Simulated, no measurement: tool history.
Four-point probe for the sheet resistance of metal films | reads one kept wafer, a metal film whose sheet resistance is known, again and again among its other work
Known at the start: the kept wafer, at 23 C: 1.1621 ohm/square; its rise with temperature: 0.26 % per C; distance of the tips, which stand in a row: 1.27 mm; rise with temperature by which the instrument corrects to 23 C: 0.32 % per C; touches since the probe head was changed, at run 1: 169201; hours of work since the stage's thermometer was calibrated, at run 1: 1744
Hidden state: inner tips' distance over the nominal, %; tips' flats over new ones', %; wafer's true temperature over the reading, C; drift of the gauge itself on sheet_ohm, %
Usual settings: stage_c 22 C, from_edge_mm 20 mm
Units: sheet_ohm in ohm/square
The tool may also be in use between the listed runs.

run	hour	stage_c	from_edge_mm	touches since the probe head was changed	hours of work since the stage's thermometer was calibrated	sheet_ohm
1	0.0	22	20	169201	1744	1.167703
2	95.0	22	20	175315	1812	1.168436
3	155.6	22	20	179209	1855	1.168698
4	220.8	22	20	183408	1902	1.169320
5	296.6	22	11	188283	1956	1.175027
6	388.9	22	11	194219	2022	1.175640
7	463.9	22	11	199049	2076	1.176156
8	548.1	22	11	204464	2136	1.175889
9	621.7	22	11	209199	2189	1.176657
# hour 652.2: new probe head fitted
10	732.0	22	22	5135	2267	1.164604
11	801.6	28	28	9614	2317	1.160086
12	851.9	28	28	12846	2353	1.160114
13	902.5	29	30	16101	2389	1.159624
14	1004.9	29	6	22694	2463	1.186402
# hour 1072.5: stage's thermometer calibrated
15	1077.7	29	6	27340	4	1.185601
16	1164.4	20	6	32920	66	1.192932
17	1268.8	20	6	39641	141	1.193443
18	1353.3	33	14	45073	201	1.161739
19	1445.6	22	3	51011	267	1.266658

Measured less the same run without the tool's hidden state. The same run-to-run variation is in both; the gauge's scatter may not be:
run	sheet_ohm
1	+0.002510
2	+0.002951
3	+0.003230
4	+0.003577
5	+0.003920
6	+0.004366
7	+0.004743
8	+0.005145
9	+0.005500
10	+0.000105
11	+0.000408
12	+0.000639
13	+0.000862
14	+0.001369
15	+0.000657
16	+0.001035
17	+0.001528
18	+0.001880
19	+0.002484
